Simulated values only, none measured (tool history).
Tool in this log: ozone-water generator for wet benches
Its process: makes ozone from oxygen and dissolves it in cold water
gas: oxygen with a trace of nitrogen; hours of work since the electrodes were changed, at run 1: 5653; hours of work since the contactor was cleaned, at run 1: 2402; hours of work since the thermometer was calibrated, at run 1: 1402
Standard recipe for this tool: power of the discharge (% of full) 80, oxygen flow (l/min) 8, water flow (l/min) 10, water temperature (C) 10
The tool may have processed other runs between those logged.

run,day,power of the discharge (% of full),oxygen flow (l/min),water flow (l/min),water temperature (C),hours of work since the electrodes were changed,hours of work since the contactor was cleaned,hours of work since the thermometer was calibrated,dissolved ozone (ppm),ozone in the gas ahead of the water (g/m3)
1,0,80,8,10,10,5653,2402,1402,50.2,231.7
2,7.308,80,8,10,10,5809,2558,1557,49.1,233.2
3,14.158,80,8,10,10,5954,2703,1703,48.7,230.5
4,17.788,80,8,10,10,6031,2780,1780,49,231
5,25.725,80,8,10,10,6200,2949,1949,48.1,228.6
6,33.542,80,8,10,7,6366,3115,2115,51.9,226.9
7,38.867,80,8,10,10,6480,3228,2228,48.2,227.9
8,46.875,80,8,10,10,6650,3399,2398,48.1,226.6
9,52.004,80,11.08,10,10,6759,3508,2507,43.7,188.5

Run 10 is up next; what results do you expect?
# day 54.65: contactor cleaned
10,59.942,45,6.63,10,12,6924,112,2673,?,?

dissolved ozone (ppm): 31.4
ozone in the gas ahead of the water (g/m3): 161.1
With the hidden condition absent and the run-to-run variation left alone, this run would have shown dissolved ozone (ppm) 34, ozone in the gas ahead of the water (g/m3) 173.
